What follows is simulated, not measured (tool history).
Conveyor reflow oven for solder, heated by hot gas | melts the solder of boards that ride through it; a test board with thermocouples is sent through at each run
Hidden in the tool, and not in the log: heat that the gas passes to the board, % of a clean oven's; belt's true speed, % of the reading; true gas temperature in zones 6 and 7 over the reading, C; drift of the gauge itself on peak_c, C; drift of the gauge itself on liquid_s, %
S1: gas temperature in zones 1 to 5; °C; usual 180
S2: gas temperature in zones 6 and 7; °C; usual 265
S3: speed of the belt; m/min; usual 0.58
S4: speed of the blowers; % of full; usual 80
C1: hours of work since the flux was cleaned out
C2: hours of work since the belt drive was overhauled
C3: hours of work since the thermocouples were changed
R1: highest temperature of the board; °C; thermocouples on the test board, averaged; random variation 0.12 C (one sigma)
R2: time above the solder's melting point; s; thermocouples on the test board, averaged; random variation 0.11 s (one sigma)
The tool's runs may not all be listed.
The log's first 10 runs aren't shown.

run,hour,S1,S2,S3,S4,C1,C2,C3,R1,R2
11,229.7,180,265,0.58,80,152,708,55,252.8,65.6
12,248.7,180,265,0.58,80,162,718,65,252.8,65.6
13,266.9,178,265,0.58,80,172,728,75,252.3,64.6
14,289,180,265,0.58,80,184,740,87,252.7,65.6
15,310.3,180,265,0.58,80,195,751,98,252.7,65.6
16,330.3,191,277,0.564,74,206,762,109,264.9,79.4
17,358.4,169,267,0.629,85,221,777,124,251.2,54.9
18,386.2,180,265,0.58,71,236,792,139,251.8,64.3
19,400.4,182,265,0.58,80,244,800,147,253,66.5
20,420.9,182,265,0.463,53,255,811,158,254.9,85.5
21,445.7,182,265,0.463,53,268,824,171,254.7,85.6
22,471.7,182,265,0.517,71,282,838,185,254.6,76.6
23,488.1,180,267,0.631,80,291,847,194,252.1,59
24,513.3,172,267,0.631,50,304,860,207,244.5,47.9
25,542.1,172,273,0.675,63,320,876,223,250.1,49.7
26,555.2,186,264,0.496,66,327,883,230,254.6,81.7
27,571.9,186,264,0.496,66,336,892,239,254.7,81.9
28,590.6,180,265,0.682,80,346,902,249,248.2,51.1
29,617,180,265,0.682,80,360,916,263,248.2,51.3
30,631.6,180,265,0.682,80,368,924,271,248.2,51.2

Forecast each of these 3 alternatives for the next run:
A,657.7,180,257,0.579,80,382,938,285,?,?
B,657.7,190,265,0.54,80,382,938,285,?,?
C,657.7,180,273,0.682,81,382,938,285,?,?

run,R1,R2
A,245.6,60.3
B,255.8,77.9
C,255,56
Without the tool's hidden state the same runs would have given:
run,R1,R2
A,245.6,60.3
B,255.8,77.9
C,255.1,56

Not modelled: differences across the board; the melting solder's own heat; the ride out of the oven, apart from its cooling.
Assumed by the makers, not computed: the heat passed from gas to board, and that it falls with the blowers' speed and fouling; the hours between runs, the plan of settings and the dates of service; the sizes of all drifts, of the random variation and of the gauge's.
